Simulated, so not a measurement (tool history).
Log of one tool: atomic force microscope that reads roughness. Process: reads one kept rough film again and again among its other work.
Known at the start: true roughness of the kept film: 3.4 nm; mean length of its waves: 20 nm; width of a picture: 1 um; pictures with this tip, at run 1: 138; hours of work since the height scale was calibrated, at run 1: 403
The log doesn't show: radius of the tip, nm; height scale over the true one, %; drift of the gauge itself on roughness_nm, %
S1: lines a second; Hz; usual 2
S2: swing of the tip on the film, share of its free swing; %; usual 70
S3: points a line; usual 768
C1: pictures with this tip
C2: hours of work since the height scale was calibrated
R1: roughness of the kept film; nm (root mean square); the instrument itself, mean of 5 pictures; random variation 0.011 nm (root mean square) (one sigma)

| run | day | S1 | S2 | S3 | C1 | C2 | R1 |
|---|---|---|---|---|---|---|---|
| 1 | 0 | 2 | 70 | 768 | 138 | 403 | 2.497 |
| 2 | 0.429 | 2 | 70 | 768 | 153 | 410 | 2.508 |
| 3 | 0.925 | 2 | 56 | 768 | 171 | 418 | 2.627 |
| 4 | 1.488 | 2 | 56 | 768 | 191 | 427 | 2.612 |
| 5 | 1.858 | 2 | 56 | 768 | 205 | 433 | 2.614 |
| 6 | 2.446 | 2 | 70 | 768 | 226 | 443 | 2.496 |
| 7 | 3.008 | 2 | 70 | 768 | 246 | 452 | 2.51 |
| 8 | 3.404 | 2 | 87 | 768 | 260 | 459 | 2.201 |
| 9 | 3.962 | 1.12 | 72 | 613 | 280 | 468 | 2.594 |
| 10 | 4.258 | 1.12 | 72 | 613 | 291 | 473 | 2.575 |
| 11 | 4.554 | 1.12 | 72 | 613 | 302 | 478 | 2.573 |
| 12 | 4.912 | 2 | 57 | 768 | 315 | 484 | 2.609 |
| 13 | 5.521 | 0.86 | 82 | 516 | 336 | 493 | 2.527 |

Run 14 comes next. What will it give?
| 14 | 5.796 | 0.86 | 82 | 479 | 346 | 498 | ? |

Run 14 gave R1 2.514 nm (root mean square).
Without the tool's hidden state the same run would have given R1 2.526 nm (root mean square).
